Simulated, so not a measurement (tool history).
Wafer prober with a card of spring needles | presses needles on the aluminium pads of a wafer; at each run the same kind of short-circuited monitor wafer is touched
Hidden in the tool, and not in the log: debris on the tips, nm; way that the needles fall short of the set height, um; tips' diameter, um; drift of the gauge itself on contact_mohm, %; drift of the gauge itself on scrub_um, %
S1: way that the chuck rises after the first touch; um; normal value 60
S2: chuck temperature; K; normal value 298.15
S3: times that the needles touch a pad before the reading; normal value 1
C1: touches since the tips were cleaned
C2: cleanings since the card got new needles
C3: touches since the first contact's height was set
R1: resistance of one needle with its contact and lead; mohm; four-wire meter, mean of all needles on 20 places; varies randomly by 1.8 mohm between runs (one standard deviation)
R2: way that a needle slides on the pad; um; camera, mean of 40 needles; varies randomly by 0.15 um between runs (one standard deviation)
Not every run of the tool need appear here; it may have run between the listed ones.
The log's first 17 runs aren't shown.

-- hour=363.3 tips cleaned on abrasive film
-- hour=371.6 tips cleaned on abrasive film
run 18 hour=375.2 | S1=60 S2=320.15 S3=3 | C1=1484 C2=85 C3=14593 | R1=203 R2=13.07
-- hour=380.7 tips cleaned on abrasive film
-- hour=389.7 tips cleaned on abrasive film
run 19 hour=390.6 | S1=60 S2=320.15 S3=3 | C1=371 C2=87 C3=20914 | R1=199 R2=13.29
-- hour=398.1 tips cleaned on abrasive film
run 20 hour=405.6 | S1=45 S2=359.15 S3=3 | C1=3109 C2=88 C3=27096 | R1=230 R2=9.72
-- hour=407.6 tips cleaned on abrasive film
-- hour=416.3 tips cleaned on abrasive film
run 21 hour=419.6 | S1=57 S2=298.15 S3=2 | C1=1345 C2=90 C3=32825 | R1=204 R2=12.34
-- hour=424.8 tips cleaned on abrasive film
run 22 hour=431.5 | S1=57 S2=298.15 S3=2 | C1=2779 C2=91 C3=37731 | R1=211 R2=12.23
-- hour=433.5 tips cleaned on abrasive film
-- hour=441.1 tips cleaned on abrasive film
-- hour=449.8 tips cleaned on abrasive film
-- hour=457.9 tips cleaned on abrasive film
run 23 hour=459.2 | S1=63 S2=328.15 S3=1 | C1=535 C2=95 C3=49102 | R1=209 R2=13.59
-- hour=466.1 tips cleaned on abrasive film
-- hour=474.3 tips cleaned on abrasive film
run 24 hour=479.8 | S1=43 S2=344.15 S3=2 | C1=2314 C2=97 C3=57594 | R1=242 R2=9.16
-- hour=483.0 tips cleaned on abrasive film
-- hour=491.9 tips cleaned on abrasive film
run 25 hour=492.5 | S1=79 S2=351.15 S3=2 | C1=277 C2=99 C3=62780 | R1=204 R2=16.99
-- hour=499.9 tips cleaned on abrasive film
run 26 hour=506.9 | S1=56 S2=351.15 S3=2 | C1=2920 C2=100 C3=68731 | R1=228 R2=11.70
-- hour=508.9 tips cleaned on abrasive film
-- hour=517.4 tips cleaned on abrasive film
run 27 hour=519.8 | S1=51 S2=326.15 S3=2 | C1=1009 C2=102 C3=73988 | R1=214 R2=10.84
-- hour=526.2 tips cleaned on abrasive film
-- hour=535.0 tips cleaned on abrasive film
run 28 hour=540.3 | S1=54 S2=349.15 S3=3 | C1=2217 C2=104 C3=82441 | R1=218 R2=11.01
-- hour=543.8 tips cleaned on abrasive film
-- hour=553.0 tips cleaned on abrasive film
-- hour=562.5 tips cleaned on abrasive film
run 29 hour=564.7 | S1=54 S2=359.15 S3=2 | C1=890 C2=107 C3=92447 | R1=220 R2=11.28
-- hour=571.1 tips cleaned on abrasive film
-- hour=580.2 tips cleaned on abrasive film
run 30 hour=584.5 | S1=60 S2=322.15 S3=2 | C1=1757 C2=109 C3=100590 | R1=212 R2=12.59

Branching from run 30: 3 alternative next runs. What would each branch give?
-- hour=588.3 tips cleaned on abrasive film
-- hour=596.8 tips cleaned on abrasive film
run A hour=596.8 | S1=55 S2=307.15 S3=1 | C1=0 C2=111 C3=105639 | R1=? R2=?
-- hour=588.3 tips cleaned on abrasive film
-- hour=596.8 tips cleaned on abrasive film
run B hour=596.8 | S1=60 S2=322.15 S3=2 | C1=0 C2=111 C3=105639 | R1=? R2=?
-- hour=588.3 tips cleaned on abrasive film
-- hour=596.8 tips cleaned on abrasive film
run C hour=596.8 | S1=60 S2=309.15 S3=2 | C1=0 C2=111 C3=105639 | R1=? R2=?

run=A R1=199 R2=11.32
run=B R1=199 R2=12.35
run=C R1=199 R2=12.26
Take away the tool's hidden state, keep each run's random variation, and the runs would have read:
run=A R1=191 R2=12.10
run=B R1=193 R2=13.12
run=C R1=193 R2=13.03
